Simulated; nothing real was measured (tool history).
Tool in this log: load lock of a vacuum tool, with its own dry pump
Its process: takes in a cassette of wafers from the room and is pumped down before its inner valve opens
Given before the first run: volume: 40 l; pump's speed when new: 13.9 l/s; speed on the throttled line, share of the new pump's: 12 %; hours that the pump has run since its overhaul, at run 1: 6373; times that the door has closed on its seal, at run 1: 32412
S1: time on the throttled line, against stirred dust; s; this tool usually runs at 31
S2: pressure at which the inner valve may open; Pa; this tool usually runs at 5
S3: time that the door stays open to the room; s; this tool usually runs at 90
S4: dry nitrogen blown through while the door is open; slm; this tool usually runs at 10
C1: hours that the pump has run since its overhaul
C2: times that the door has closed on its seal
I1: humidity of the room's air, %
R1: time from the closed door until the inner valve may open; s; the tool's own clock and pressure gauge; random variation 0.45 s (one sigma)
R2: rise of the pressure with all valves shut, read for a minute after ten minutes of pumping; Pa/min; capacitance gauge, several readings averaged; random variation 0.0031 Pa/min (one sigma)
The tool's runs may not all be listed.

{"run": 1, "hour": 0.0, "S1": 31, "S2": 5, "S3": 90, "S4": 10, "C1": 6373, "C2": 32412, "I1": 44.7, "R1": 60.0, "R2": 0.359}
{"run": 2, "hour": 236.8, "S1": 31, "S2": 5, "S3": 90, "S4": 10, "C1": 6610, "C2": 33321, "I1": 46.2, "R1": 59.3, "R2": 0.373}
{"run": 3, "hour": 437.2, "S1": 31, "S2": 6, "S3": 90, "S4": 10, "C1": 6811, "C2": 34091, "I1": 40.3, "R1": 59.0, "R2": 0.376}
{"run": 4, "hour": 789.1, "S1": 31, "S2": 6, "S3": 90, "S4": 10, "C1": 7163, "C2": 35441, "I1": 46.4, "R1": 59.3, "R2": 0.404}
{"run": 5, "hour": 1024.0, "S1": 31, "S2": 6, "S3": 90, "S4": 10, "C1": 7397, "C2": 36343, "I1": 50.0, "R1": 59.5, "R2": 0.422}
{"run": 6, "hour": 1197.2, "S1": 31, "S2": 6, "S3": 90, "S4": 10, "C1": 7571, "C2": 37008, "I1": 43.8, "R1": 60.1, "R2": 0.41}
{"run": 7, "hour": 1499.6, "S1": 31, "S2": 6, "S3": 90, "S4": 10, "C1": 7873, "C2": 38169, "I1": 46.8, "R1": 60.2, "R2": 0.451}
{"run": 8, "hour": 1747.6, "S1": 31, "S2": 6, "S3": 90, "S4": 10, "C1": 8121, "C2": 39121, "I1": 41.4, "R1": 60.5, "R2": 0.451}
{"run": 9, "hour": 2002.8, "S1": 31, "S2": 6, "S3": 90, "S4": 10, "C1": 8376, "C2": 40100, "I1": 47.7, "R1": 61.0, "R2": 0.488}
{"hour": 2197.0, "done": "door's seal changed, seat wiped"}
{"run": 10, "hour": 2275.0, "S1": 31, "S2": 6, "S3": 90, "S4": 10, "C1": 8647, "C2": 300, "I1": 45.3, "R1": 60.3, "R2": 0.086}
{"run": 11, "hour": 2605.4, "S1": 31, "S2": 5, "S3": 90, "S4": 16, "C1": 8977, "C2": 1568, "I1": 43.4, "R1": 61.0, "R2": 0.078}
{"run": 12, "hour": 2894.2, "S1": 31, "S2": 5, "S3": 90, "S4": 16, "C1": 9266, "C2": 2676, "I1": 43.6, "R1": 61.8, "R2": 0.094}
{"run": 13, "hour": 3192.4, "S1": 31, "S2": 5, "S3": 90, "S4": 10, "C1": 9564, "C2": 3821, "I1": 45.1, "R1": 61.7, "R2": 0.1}
{"run": 14, "hour": 3536.5, "S1": 31, "S2": 5, "S3": 90, "S4": 10, "C1": 9908, "C2": 5142, "I1": 43.8, "R1": 61.3, "R2": 0.107}
{"run": 15, "hour": 3910.1, "S1": 31, "S2": 5, "S3": 90, "S4": 6, "C1": 10282, "C2": 6576, "I1": 48.8, "R1": 61.9, "R2": 0.129}
{"run": 16, "hour": 4101.5, "S1": 31, "S2": 5, "S3": 90, "S4": 6, "C1": 10473, "C2": 7311, "I1": 46.8, "R1": 61.5, "R2": 0.13}
{"run": 17, "hour": 4388.0, "S1": 24, "S2": 5, "S3": 90, "S4": 14, "C1": 10760, "C2": 8410, "I1": 46.1, "R1": 55.8, "R2": 0.115}
{"run": 18, "hour": 4768.4, "S1": 47, "S2": 7, "S3": 25, "S4": 26, "C1": 11140, "C2": 9871, "I1": 47.7, "R1": 73.2, "R2": 0.08}
{"run": 19, "hour": 4994.0, "S1": 21, "S2": 6, "S3": 117, "S4": 21, "C1": 11366, "C2": 10737, "I1": 43.5, "R1": 53.3, "R2": 0.134}
{"run": 20, "hour": 5358.1, "S1": 21, "S2": 6, "S3": 117, "S4": 21, "C1": 11730, "C2": 12134, "I1": 44.0, "R1": 53.4, "R2": 0.145}
{"run": 21, "hour": 5660.5, "S1": 31, "S2": 5, "S3": 90, "S4": 10, "C1": 12032, "C2": 13295, "I1": 44.3, "R1": 62.5, "R2": 0.159}
{"run": 22, "hour": 5979.3, "S1": 31, "S2": 5, "S3": 90, "S4": 10, "C1": 12351, "C2": 14519, "I1": 45.5, "R1": 63.0, "R2": 0.168}
{"hour": 6114.9, "done": "dry pump taken out, an overhauled one fitted"}
{"run": 23, "hour": 6359.2, "S1": 50, "S2": 9, "S3": 211, "S4": 6, "C1": 244, "C2": 15954, "I1": 46.5, "R1": 71.6, "R2": 0.275}
{"run": 24, "hour": 6728.3, "S1": 31, "S2": 5, "S3": 73, "S4": 10, "C1": 613, "C2": 17371, "I1": 42.2, "R1": 56.6, "R2": 0.17}

Run 25 has not been measured yet. What should we expect?
{"run": 25, "hour": 7049.6, "S1": 31, "S2": 10, "S3": 73, "S4": 7, "C1": 935, "C2": 18604, "I1": 46.3, "R1": "?", "R2": "?"}

R1: 54.5 s
R2: 0.203 Pa/min
Had the tool carried no hidden state, the very same run would have given R1 54.3 s, R2 0.088 Pa/min.

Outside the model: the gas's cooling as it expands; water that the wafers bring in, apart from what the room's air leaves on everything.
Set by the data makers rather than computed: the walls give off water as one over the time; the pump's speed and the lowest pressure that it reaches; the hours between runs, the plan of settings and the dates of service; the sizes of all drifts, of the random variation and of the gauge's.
